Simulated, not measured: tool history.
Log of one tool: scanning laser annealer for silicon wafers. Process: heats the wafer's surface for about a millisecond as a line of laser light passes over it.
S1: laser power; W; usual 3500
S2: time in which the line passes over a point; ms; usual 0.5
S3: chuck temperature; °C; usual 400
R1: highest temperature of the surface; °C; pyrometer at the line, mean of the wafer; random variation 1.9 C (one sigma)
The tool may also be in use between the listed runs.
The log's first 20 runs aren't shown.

{"run": 21, "day": 29.721, "S1": 3500, "S2": 0.5, "S3": 400, "R1": 1115}
{"run": 22, "day": 30.704, "S1": 3500, "S2": 0.471, "S3": 400, "R1": 1092}
{"run": 23, "day": 32.321, "S1": 3500, "S2": 0.471, "S3": 400, "R1": 1088}
{"run": 24, "day": 34.067, "S1": 3359, "S2": 0.523, "S3": 402, "R1": 1095}
{"run": 25, "day": 35.2, "S1": 3631, "S2": 0.523, "S3": 377, "R1": 1133}
{"day": 36.146, "done": "optics aligned, line set to its width"}
{"run": 26, "day": 37.292, "S1": 3218, "S2": 0.539, "S3": 369, "R1": 1053}
{"run": 27, "day": 38.375, "S1": 3822, "S2": 0.443, "S3": 387, "R1": 1124}
{"run": 28, "day": 39.562, "S1": 3380, "S2": 0.553, "S3": 417, "R1": 1144}
{"run": 29, "day": 40.354, "S1": 3035, "S2": 0.455, "S3": 423, "R1": 999}
{"run": 30, "day": 42.15, "S1": 3369, "S2": 0.373, "S3": 436, "R1": 1018}
{"run": 31, "day": 43.771, "S1": 3255, "S2": 0.373, "S3": 376, "R1": 934}
{"run": 32, "day": 44.796, "S1": 3584, "S2": 0.38, "S3": 400, "R1": 1022}
{"run": 33, "day": 46.108, "S1": 3584, "S2": 0.38, "S3": 400, "R1": 1027}
{"run": 34, "day": 47.929, "S1": 3584, "S2": 0.38, "S3": 400, "R1": 1026}
{"run": 35, "day": 49.629, "S1": 3584, "S2": 0.569, "S3": 400, "R1": 1174}
{"run": 36, "day": 51.138, "S1": 3767, "S2": 0.581, "S3": 402, "R1": 1228}
{"day": 51.346, "done": "window over the wafer cleaned"}
{"run": 37, "day": 52.267, "S1": 3500, "S2": 0.388, "S3": 395, "R1": 1036}
{"run": 38, "day": 53.325, "S1": 3500, "S2": 0.388, "S3": 395, "R1": 1040}
{"run": 39, "day": 55.146, "S1": 3713, "S2": 0.547, "S3": 420, "R1": 1240}
{"run": 40, "day": 56.758, "S1": 3713, "S2": 0.547, "S3": 420, "R1": 1237}
{"run": 41, "day": 57.871, "S1": 3600, "S2": 0.519, "S3": 400, "R1": 1166}
{"run": 42, "day": 59.621, "S1": 3500, "S2": 0.352, "S3": 361, "R1": 959}

3 ways to go on from here, each from the tool as it stands after run 42. What would each give?
{"run": "A", "day": 61.404, "S1": 3387, "S2": 0.352, "S3": 361, "R1": "?"}
{"run": "B", "day": 61.404, "S1": 3719, "S2": 0.5, "S3": 414, "R1": "?"}
{"run": "C", "day": 61.404, "S1": 3034, "S2": 0.352, "S3": 406, "R1": "?"}

run=A R1=940
run=B R1=1187
run=C R1=918
Without the tool's hidden state the same runs would have given:
run=A R1=953
run=B R1=1204
run=C R1=929
